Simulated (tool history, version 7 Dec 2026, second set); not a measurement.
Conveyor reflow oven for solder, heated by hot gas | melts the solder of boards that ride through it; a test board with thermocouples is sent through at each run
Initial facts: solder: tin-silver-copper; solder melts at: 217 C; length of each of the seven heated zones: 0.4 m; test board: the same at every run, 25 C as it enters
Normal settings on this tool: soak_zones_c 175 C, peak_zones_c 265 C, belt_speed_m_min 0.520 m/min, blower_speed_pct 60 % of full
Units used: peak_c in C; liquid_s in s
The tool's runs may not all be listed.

run	hour	soak_zones_c	peak_zones_c	belt_speed_m_min	blower_speed_pct	peak_c	liquid_s
1	0.0	175	265	0.520	60	252.3	70.0
2	17.5	175	265	0.520	60	252.2	70.2
3	28.7	175	265	0.520	76	254.5	73.8
4	39.3	175	265	0.590	76	251.8	61.7
5	48.8	175	265	0.590	76	251.9	61.4
6	58.8	175	265	0.520	69	253.5	71.9
7	74.0	175	265	0.520	69	253.7	72.7
8	86.3	175	265	0.453	60	255.4	85.5
9	102.1	175	265	0.453	60	255.2	84.9
10	116.6	175	265	0.453	60	255.6	85.3
11	130.4	175	265	0.520	60	252.1	70.3
12	146.4	175	265	0.520	60	251.8	70.5
13	162.0	175	265	0.520	60	252.2	71.4
14	170.2	175	265	0.520	60	252.3	70.3
15	187.4	175	265	0.439	60	256.7	89.3
16	196.8	175	265	0.439	60	255.9	89.4
17	208.2	175	265	0.546	70	252.5	67.7
18	216.3	175	276	0.584	84	262.9	69.9
19	235.1	167	261	0.526	53	245.0	59.1
20	254.8	167	261	0.526	53	245.4	59.7
21	271.1	180	262	0.514	79	252.9	75.7
22	280.9	189	265	0.460	60	256.5	91.8
23	290.5	175	266	0.520	60	253.1	71.2
24	304.6	163	261	0.520	60	246.7	61.0
# hour 313.3: flux residue cleaned out of gas plates and filters
25	323.8	163	261	0.520	60	247.0	61.0

Predict each of these 4 candidate next runs independently; none follows another, all start after run 25:
A	339.1	163	261	0.517	58	?	?
B	339.1	180	265	0.520	75	?	?
C	339.1	175	276	0.587	60	?	?
D	339.1	190	269	0.520	84	?	?

run	peak_c	liquid_s
A	246.2	60.9
B	254.9	76.8
C	258.1	64.9
D	261.0	84.6
Had the tool no hidden state, the same runs would have come out as:
run	peak_c	liquid_s
A	246.1	60.9
B	254.9	76.7
C	258.1	64.8
D	261.0	84.6
